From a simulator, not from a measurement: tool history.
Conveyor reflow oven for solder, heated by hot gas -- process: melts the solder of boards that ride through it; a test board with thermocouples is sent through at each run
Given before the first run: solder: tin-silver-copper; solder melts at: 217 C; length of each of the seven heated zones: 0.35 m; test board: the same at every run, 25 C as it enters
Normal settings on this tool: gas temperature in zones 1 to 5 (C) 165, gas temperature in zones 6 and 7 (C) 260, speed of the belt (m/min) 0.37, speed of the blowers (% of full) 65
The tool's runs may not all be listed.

run     day  gas temperature in zones 1 to 5 (C)  gas temperature in zones 6 and 7 (C)  speed of the belt (m/min)  speed of the blowers (% of full)  highest temperature of the board (C)  time above the solder's melting point (s)
  1       0                                  165                                   260                       0.37                                65                                 244.8                                       72.4
  2   1.296                                  165                                   260                       0.37                                65                                 244.6                                       71.9
  3   1.975                                  165                                   261                       0.37                                65                                 245.8                                       73.9
  4   2.792                                  165                                   274                       0.37                                65                                 256.6                                         86
  5   4.225                                  180                                   260                       0.37                                65                                 247.2                                       83.7
  6   5.296                                  165                                   260                      0.347                                65                                 246.7                                       80.5
  7   6.604                                  165                                   260                      0.347                                65                                 246.7                                       80.8
  8   7.354                                  165                                   260                      0.347                                65                                 246.6                                         81
  9   8.008                                  165                                   260                      0.347                                55                                 244.3                                       76.2
 10   8.617                                  154                                   260                      0.316                                65                                   248                                       86.8
 11   9.288                                  165                                   259                       0.37                                79                                 246.9                                       77.5
 12  10.138                                  158                                   263                       0.38                                66                                 245.8                                       68.1
 13  11.154                                  163                                   260                       0.37                                83                                 248.4                                       78.2

Forecast each of these 5 alternatives for the next run:
  A  12.542                                  175                                   260                       0.37                                83                                     ?                                          ?
  B  12.542                                  174                                   273                      0.408                                65                                     ?                                          ?
  C  12.542                                  179                                   260                      0.318                                65                                     ?                                          ?
  D  12.542                                  160                                   260                       0.37                                87                                     ?                                          ?
  E  12.542                                  152                                   260                        0.4                                83                                     ?                                          ?

run  highest temperature of the board (C)  time above the solder's melting point (s)
  A                                 250.2                                       85.4
  B                                 254.8                                       77.7
  C                                 250.5                                      103.8
  D                                 248.7                                       77.4
  E                                 244.8                                       62.4
Stripped of hidden state, with their random variation kept, the same runs would have yielded:
run  highest temperature of the board (C)  time above the solder's melting point (s)
  A                                 250.2                                       85.4
  B                                 254.9                                       77.8
  C                                 250.6                                      103.8
  D                                 248.8                                       77.5
  E                                 244.9                                       62.4
